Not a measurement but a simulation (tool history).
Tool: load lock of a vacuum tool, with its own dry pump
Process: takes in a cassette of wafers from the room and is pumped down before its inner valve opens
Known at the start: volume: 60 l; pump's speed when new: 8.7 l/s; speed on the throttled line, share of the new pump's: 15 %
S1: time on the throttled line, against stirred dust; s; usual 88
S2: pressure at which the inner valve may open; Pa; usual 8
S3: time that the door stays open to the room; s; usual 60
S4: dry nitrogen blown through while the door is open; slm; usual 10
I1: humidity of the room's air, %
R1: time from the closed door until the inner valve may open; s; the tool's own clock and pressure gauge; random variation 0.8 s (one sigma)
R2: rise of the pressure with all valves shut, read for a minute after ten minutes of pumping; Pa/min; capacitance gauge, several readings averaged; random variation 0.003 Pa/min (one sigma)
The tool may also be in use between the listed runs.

{"run": 1, "hour": 0.0, "S1": 88, "S2": 8, "S3": 60, "S4": 10, "I1": 43.7, "R1": 150.8, "R2": 0.051}
{"run": 2, "hour": 69.6, "S1": 88, "S2": 8, "S3": 60, "S4": 10, "I1": 43.0, "R1": 150.4, "R2": 0.049}
{"run": 3, "hour": 156.9, "S1": 88, "S2": 8, "S3": 60, "S4": 10, "I1": 42.0, "R1": 149.7, "R2": 0.049}
{"run": 4, "hour": 216.4, "S1": 88, "S2": 8, "S3": 60, "S4": 5, "I1": 43.5, "R1": 151.7, "R2": 0.06}
{"run": 5, "hour": 310.1, "S1": 88, "S2": 8, "S3": 39, "S4": 10, "I1": 41.5, "R1": 152.1, "R2": 0.046}
{"run": 6, "hour": 363.9, "S1": 88, "S2": 8, "S3": 39, "S4": 10, "I1": 50.2, "R1": 151.4, "R2": 0.054}
{"run": 7, "hour": 455.6, "S1": 88, "S2": 8, "S3": 39, "S4": 10, "I1": 43.2, "R1": 151.0, "R2": 0.052}
{"run": 8, "hour": 512.8, "S1": 88, "S2": 8, "S3": 39, "S4": 10, "I1": 44.5, "R1": 152.7, "R2": 0.056}
{"run": 9, "hour": 565.7, "S1": 88, "S2": 10, "S3": 39, "S4": 10, "I1": 46.0, "R1": 148.0, "R2": 0.054}
{"run": 10, "hour": 684.0, "S1": 88, "S2": 10, "S3": 39, "S4": 10, "I1": 42.8, "R1": 148.9, "R2": 0.061}
{"run": 11, "hour": 787.6, "S1": 62, "S2": 9, "S3": 39, "S4": 10, "I1": 44.5, "R1": 129.9, "R2": 0.058}
{"run": 12, "hour": 847.9, "S1": 83, "S2": 9, "S3": 204, "S4": 40, "I1": 48.2, "R1": 146.1, "R2": 0.049}
{"run": 13, "hour": 918.9, "S1": 83, "S2": 9, "S3": 204, "S4": 40, "I1": 46.5, "R1": 146.8, "R2": 0.055}
{"run": 14, "hour": 989.3, "S1": 111, "S2": 9, "S3": 47, "S4": 5, "I1": 45.4, "R1": 170.4, "R2": 0.067}
{"run": 15, "hour": 1042.7, "S1": 111, "S2": 9, "S3": 47, "S4": 5, "I1": 46.3, "R1": 168.8, "R2": 0.066}
{"run": 16, "hour": 1145.6, "S1": 111, "S2": 9, "S3": 47, "S4": 5, "I1": 44.7, "R1": 170.0, "R2": 0.069}
{"run": 17, "hour": 1258.8, "S1": 62, "S2": 10, "S3": 60, "S4": 45, "I1": 44.0, "R1": 130.0, "R2": 0.048}
{"run": 18, "hour": 1327.9, "S1": 62, "S2": 10, "S3": 60, "S4": 45, "I1": 45.5, "R1": 130.7, "R2": 0.05}
{"run": 19, "hour": 1450.0, "S1": 62, "S2": 8, "S3": 72, "S4": 45, "I1": 44.3, "R1": 133.2, "R2": 0.055}
{"run": 20, "hour": 1500.0, "S1": 140, "S2": 14, "S3": 56, "S4": 17, "I1": 48.6, "R1": 190.2, "R2": 0.059}

The same runs without the tool's hidden state, with the same run-to-run variation:
The hidden state here: pump's speed, % of a new pump's; leak at the door's seal, Pa l/s; drift of the gauge itself on ready_s, %; drift of the gauge itself on rise_pa_min, %.
run=1 R1=140.6 R2=0.025
run=2 R1=140.0 R2=0.024
run=3 R1=139.3 R2=0.022
run=4 R1=141.0 R2=0.033
run=5 R1=141.2 R2=0.018
run=6 R1=140.5 R2=0.026
run=7 R1=140.0 R2=0.023
run=8 R1=141.5 R2=0.026
run=9 R1=137.2 R2=0.024
run=10 R1=137.8 R2=0.029
run=11 R1=117.6 R2=0.026
run=12 R1=134.5 R2=0.017
run=13 R1=135.0 R2=0.022
run=14 R1=159.3 R2=0.033
run=15 R1=157.8 R2=0.032
run=16 R1=158.7 R2=0.034
run=17 R1=116.8 R2=0.011
run=18 R1=117.2 R2=0.014
run=19 R1=119.2 R2=0.017
run=20 R1=180.0 R2=0.020
